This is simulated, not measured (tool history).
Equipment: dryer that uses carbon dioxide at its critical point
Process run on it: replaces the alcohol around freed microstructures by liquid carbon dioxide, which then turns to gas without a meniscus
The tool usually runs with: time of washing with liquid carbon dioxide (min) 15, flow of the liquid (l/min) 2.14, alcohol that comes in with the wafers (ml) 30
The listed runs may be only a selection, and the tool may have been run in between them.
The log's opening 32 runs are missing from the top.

run     day  time of washing with liquid carbon dioxide (min)  flow of the liquid (l/min)  alcohol that comes in with the wafers (ml)  alcohol left in the vessel before it's heated (ppm by volume)
 33  23.296                                                17                        2.96                                          30                                                             45
 34  23.846                                                17                        2.96                                          30                                                             48
 35  24.554                                                24                        1.91                                         105                                                             60
 36  25.146                                                24                        1.91                                         105                                                             45
 37  25.812                                                24                        1.91                                         105                                                             47
 38  26.821                                                13                        1.67                                          30                                                             96
 39  27.750                                                15                        3.50                                          30                                                             53
 40  28.592                                                17                        2.94                                          24                                                             52
 41  29.438                                                17                        2.94                                          24                                                             49
 42  30.492                                                17                        2.94                                          24                                                             55
 43  31.300                                                15                        1.74                                          70                                                            105
 44  32.154                                                15                        2.14                                          37                                                             56
 45  33.008                                                10                        1.90                                          69                                                            301
 46  33.538                                                15                        2.14                                          66                                                             67
 47  34.225                                                15                        1.59                                          44                                                            113
 48  34.967                                                18                        2.14                                          30                                                             52

Consider 3 possible next runs. They are alternatives, not a sequence: every one starts from the tool as it was left by run 48. What does each give?
  A  36.012                                                18                        2.14                                         105                                                              ?
  B  36.012                                                10                        1.74                                          30                                                              ?
  C  36.012                                                11                        1.31                                          30                                                              ?

run  alcohol left in the vessel before it's heated (ppm by volume)
  A                                                             64
  B                                                            210
  C                                                            370
Stripped of hidden state, with their random variation kept, the same runs would have yielded:
run  alcohol left in the vessel before it's heated (ppm by volume)
  A                                                             10
  B                                                            118
  C                                                            253
